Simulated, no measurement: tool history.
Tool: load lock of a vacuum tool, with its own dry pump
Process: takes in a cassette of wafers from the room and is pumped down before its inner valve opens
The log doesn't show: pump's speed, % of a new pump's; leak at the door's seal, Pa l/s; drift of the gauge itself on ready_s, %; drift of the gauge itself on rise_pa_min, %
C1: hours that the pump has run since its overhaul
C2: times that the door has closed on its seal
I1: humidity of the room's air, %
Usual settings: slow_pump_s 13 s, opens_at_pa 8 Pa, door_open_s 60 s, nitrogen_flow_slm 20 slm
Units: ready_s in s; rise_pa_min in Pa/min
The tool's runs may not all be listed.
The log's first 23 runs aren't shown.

{"run": 24, "day": 62.9, "slow_pump_s": 10, "opens_at_pa": 10, "door_open_s": 29, "nitrogen_flow_slm": 20, "C1": 4483, "C2": 1143, "I1": 42.8, "ready_s": 23.3, "rise_pa_min": 0.067}
{"run": 25, "day": 65.875, "slow_pump_s": 15, "opens_at_pa": 8, "door_open_s": 60, "nitrogen_flow_slm": 20, "C1": 4554, "C2": 1413, "I1": 45, "ready_s": 27.6, "rise_pa_min": 0.098}
{"run": 26, "day": 68.896, "slow_pump_s": 15, "opens_at_pa": 8, "door_open_s": 183, "nitrogen_flow_slm": 25, "C1": 4627, "C2": 1688, "I1": 41, "ready_s": 27.8, "rise_pa_min": 0.138}
{"run": 27, "day": 70.992, "slow_pump_s": 16, "opens_at_pa": 8, "door_open_s": 60, "nitrogen_flow_slm": 20, "C1": 4677, "C2": 1878, "I1": 42.1, "ready_s": 28.9, "rise_pa_min": 0.093}
{"run": 28, "day": 74.279, "slow_pump_s": 11, "opens_at_pa": 9, "door_open_s": 60, "nitrogen_flow_slm": 20, "C1": 4756, "C2": 2176, "I1": 47.9, "ready_s": 24.9, "rise_pa_min": 0.111}
{"run": 29, "day": 77.417, "slow_pump_s": 11, "opens_at_pa": 9, "door_open_s": 60, "nitrogen_flow_slm": 20, "C1": 4831, "C2": 2461, "I1": 46.8, "ready_s": 24.7, "rise_pa_min": 0.109}
{"run": 30, "day": 79.517, "slow_pump_s": 11, "opens_at_pa": 9, "door_open_s": 60, "nitrogen_flow_slm": 20, "C1": 4881, "C2": 2651, "I1": 44.9, "ready_s": 24.3, "rise_pa_min": 0.112}
{"run": 31, "day": 82.983, "slow_pump_s": 13, "opens_at_pa": 8, "door_open_s": 26, "nitrogen_flow_slm": 15, "C1": 4965, "C2": 2966, "I1": 42.2, "ready_s": 26.7, "rise_pa_min": 0.089}
{"run": 32, "day": 86.221, "slow_pump_s": 10, "opens_at_pa": 6, "door_open_s": 29, "nitrogen_flow_slm": 29, "C1": 5042, "C2": 3260, "I1": 43.1, "ready_s": 24.5, "rise_pa_min": 0.078}
{"run": 33, "day": 88.783, "slow_pump_s": 15, "opens_at_pa": 6, "door_open_s": 29, "nitrogen_flow_slm": 5, "C1": 5104, "C2": 3493, "I1": 47.3, "ready_s": 28.6, "rise_pa_min": 0.12}
{"run": 34, "day": 90.617, "slow_pump_s": 15, "opens_at_pa": 6, "door_open_s": 29, "nitrogen_flow_slm": 5, "C1": 5148, "C2": 3659, "I1": 42.6, "ready_s": 29, "rise_pa_min": 0.115}
{"run": 35, "day": 93.7, "slow_pump_s": 7, "opens_at_pa": 8, "door_open_s": 60, "nitrogen_flow_slm": 6, "C1": 5222, "C2": 3939, "I1": 43.6, "ready_s": 22.7, "rise_pa_min": 0.156}
{"run": 36, "day": 96.229, "slow_pump_s": 7, "opens_at_pa": 8, "door_open_s": 60, "nitrogen_flow_slm": 6, "C1": 5283, "C2": 4168, "I1": 47.9, "ready_s": 21.9, "rise_pa_min": 0.163}

4 ways to go on from here, each from the tool as it stands after run 36. What would each give?
{"run": "A", "day": 99.596, "slow_pump_s": 13, "opens_at_pa": 8, "door_open_s": 60, "nitrogen_flow_slm": 5, "C1": 5363, "C2": 4474, "I1": 43.1, "ready_s": "?", "rise_pa_min": "?"}
{"run": "B", "day": 99.596, "slow_pump_s": 7, "opens_at_pa": 8, "door_open_s": 168, "nitrogen_flow_slm": 6, "C1": 5363, "C2": 4474, "I1": 43.6, "ready_s": "?", "rise_pa_min": "?"}
{"run": "C", "day": 99.596, "slow_pump_s": 10, "opens_at_pa": 8, "door_open_s": 60, "nitrogen_flow_slm": 20, "C1": 5363, "C2": 4474, "I1": 43.4, "ready_s": "?", "rise_pa_min": "?"}
{"run": "D", "day": 99.596, "slow_pump_s": 8, "opens_at_pa": 6, "door_open_s": 46, "nitrogen_flow_slm": 6, "C1": 5363, "C2": 4474, "I1": 42.2, "ready_s": "?", "rise_pa_min": "?"}

run=A ready_s=26.8 rise_pa_min=0.16
run=B ready_s=22 rise_pa_min=0.228
run=C ready_s=24.4 rise_pa_min=0.137
run=D ready_s=23.7 rise_pa_min=0.149
Without the tool's hidden state the same runs would have given:
run=A ready_s=25.5 rise_pa_min=0.103
run=B ready_s=20.6 rise_pa_min=0.171
run=C ready_s=23 rise_pa_min=0.079
run=D ready_s=22.3 rise_pa_min=0.092
